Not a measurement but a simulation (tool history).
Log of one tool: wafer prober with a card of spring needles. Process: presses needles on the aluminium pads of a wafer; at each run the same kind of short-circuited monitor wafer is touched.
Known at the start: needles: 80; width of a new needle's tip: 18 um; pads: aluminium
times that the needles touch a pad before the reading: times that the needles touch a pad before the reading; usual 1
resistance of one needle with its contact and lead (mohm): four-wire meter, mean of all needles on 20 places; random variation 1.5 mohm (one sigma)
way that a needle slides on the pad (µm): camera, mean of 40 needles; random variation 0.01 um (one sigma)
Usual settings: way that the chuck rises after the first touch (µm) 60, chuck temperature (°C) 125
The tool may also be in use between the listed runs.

run	day	way that the chuck rises after the first touch (µm)	chuck temperature (°C)	times that the needles touch a pad before the reading	resistance of one needle with its contact and lead (mohm)	way that a needle slides on the pad (µm)
1	0	60	125	1	146	13.3
# day 0.15: tips cleaned on abrasive film
# day 0.746: tips cleaned on abrasive film
# day 1.342: tips cleaned on abrasive film
# day 2.083: tips cleaned on abrasive film
2	2.217	60	125	1	145	13.34
# day 2.812: tips cleaned on abrasive film
# day 3.408: tips cleaned on abrasive film
# day 4.15: tips cleaned on abrasive film
3	4.533	60	125	1	145	13.33
# day 4.833: tips cleaned on abrasive film
# day 5.429: tips cleaned on abrasive film
# day 6.025: tips cleaned on abrasive film
# day 6.621: tips cleaned on abrasive film
# day 7.362: tips cleaned on abrasive film
4	7.908	60	125	1	145	13.35
# day 8.058: tips cleaned on abrasive film
# day 8.654: tips cleaned on abrasive film
# day 9.396: tips cleaned on abrasive film
# day 9.558: height of the first contact set anew
5	9.733	60	30	1	128	13.34
# day 10.033: tips cleaned on abrasive film
# day 10.779: tips cleaned on abrasive film
# day 11.375: tips cleaned on abrasive film
# day 11.967: tips cleaned on abrasive film
# day 12.562: tips cleaned on abrasive film
6	12.804	60	125	1	145	13.38
# day 13.25: tips cleaned on abrasive film
# day 13.992: tips cleaned on abrasive film
# day 14.588: tips cleaned on abrasive film
7	15.004	60	125	1	144	13.39
# day 15.304: tips cleaned on abrasive film
# day 15.9: tips cleaned on abrasive film
# day 16.496: tips cleaned on abrasive film
# day 17.238: tips cleaned on abrasive film
8	17.762	60	125	1	146	13.37
# day 17.912: tips cleaned on abrasive film
# day 18.508: tips cleaned on abrasive film
# day 19.254: tips cleaned on abrasive film
# day 19.996: tips cleaned on abrasive film
9	20.296	60	125	1	146	13.4
# day 20.596: tips cleaned on abrasive film
# day 21.192: tips cleaned on abrasive film
# day 21.933: tips cleaned on abrasive film
# day 22.092: height of the first contact set anew
# day 22.688: tips cleaned on abrasive film
# day 23.433: tips cleaned on abrasive film
10	23.812	60	125	1	147	13.43
# day 24.112: tips cleaned on abrasive film
# day 24.708: tips cleaned on abrasive film
# day 25.45: tips cleaned on abrasive film
11	25.754	60	125	1	143	13.42
# day 26.054: tips cleaned on abrasive film
# day 26.65: tips cleaned on abrasive film
# day 27.392: tips cleaned on abrasive film
# day 27.988: tips cleaned on abrasive film
12	28.212	60	125	1	146	13.45
# day 28.662: tips cleaned on abrasive film
# day 29.404: tips cleaned on abrasive film
# day 30: tips cleaned on abrasive film
13	30.304	60	125	1	146	13.44
# day 30.604: tips cleaned on abrasive film
# day 31.2: tips cleaned on abrasive film
# day 31.942: tips cleaned on abrasive film
# day 32.683: tips cleaned on abrasive film
# day 33.279: tips cleaned on abrasive film
14	33.367	60	125	1	144	13.45
# day 33.962: tips cleaned on abrasive film
# day 34.558: tips cleaned on abrasive film
# day 34.717: height of the first contact set anew
# day 35.167: tips cleaned on abrasive film
15	35.554	60	50	1	135	13.47
# day 35.854: tips cleaned on abrasive film
# day 36.45: tips cleaned on abrasive film
# day 37.042: tips cleaned on abrasive film
# day 37.638: tips cleaned on abrasive film
# day 38.346: tips cleaned on abrasive film
16	38.346	41	106	1	148	9.19
# day 39.092: tips cleaned on abrasive film
# day 39.833: tips cleaned on abrasive film
# day 40.429: tips cleaned on abrasive film
# day 41.171: tips cleaned on abrasive film
17	41.25	42	32	1	135	9.44
# day 41.846: tips cleaned on abrasive film
# day 42.442: tips cleaned on abrasive film
# day 43.183: tips cleaned on abrasive film
18	43.538	74	110	2	140	16.68
# day 43.838: tips cleaned on abrasive film
# day 44.433: tips cleaned on abrasive film
# day 45.175: tips cleaned on abrasive film
# day 45.771: tips cleaned on abrasive film
19	45.804	74	110	2	138	16.63
# day 46.4: tips cleaned on abrasive film
# day 47.146: tips cleaned on abrasive film
# day 47.304: height of the first contact set anew
# day 47.9: tips cleaned on abrasive film
20	48.067	69	65	2	133	15.52
# day 48.512: tips cleaned on abrasive film
# day 49.108: tips cleaned on abrasive film
# day 49.704: tips cleaned on abrasive film
# day 50.446: tips cleaned on abrasive film
# day 51.042: tips cleaned on abrasive film
21	51.288	60	46	2	132	13.51
# day 51.733: tips cleaned on abrasive film
# day 52.471: gauge calibrated
# day 52.475: tips cleaned on abrasive film
# day 53.071: tips cleaned on abrasive film
22	53.529	54	53	3	136	11.97
# day 53.679: tips cleaned on abrasive film
# day 54.275: tips cleaned on abrasive film
# day 55.017: tips cleaned on abrasive film
# day 55.758: tips cleaned on abrasive film
# day 56.504: tips cleaned on abrasive film
23	56.617	41	26	1	136	9.11
# day 57.212: tips cleaned on abrasive film
# day 57.804: tips cleaned on abrasive film
# day 58.454: tips cleaned on abrasive film
24	58.454	53	125	1	148	11.79
# day 59.05: tips cleaned on abrasive film
# day 59.646: tips cleaned on abrasive film
# day 59.804: height of the first contact set anew
# day 60.4: tips cleaned on abrasive film
25	60.546	53	125	1	147	11.77

Forecast each of these 3 alternatives for the next run:
# day 61.142: tips cleaned on abrasive film
# day 61.738: tips cleaned on abrasive film
A	62.192	68	125	1	?	?
# day 61.142: tips cleaned on abrasive film
# day 61.738: tips cleaned on abrasive film
B	62.192	60	44	1	?	?
# day 61.142: tips cleaned on abrasive film
# day 61.738: tips cleaned on abrasive film
C	62.192	40	67	2	?	?

run	resistance of one needle with its contact and lead (mohm)	way that a needle slides on the pad (µm)
A	144	15.14
B	132	13.35
C	148	8.91
Without the tool's hidden state the same runs would have given:
run	resistance of one needle with its contact and lead (mohm)	way that a needle slides on the pad (µm)
A	144	15.09
B	132	13.31
C	147	8.89
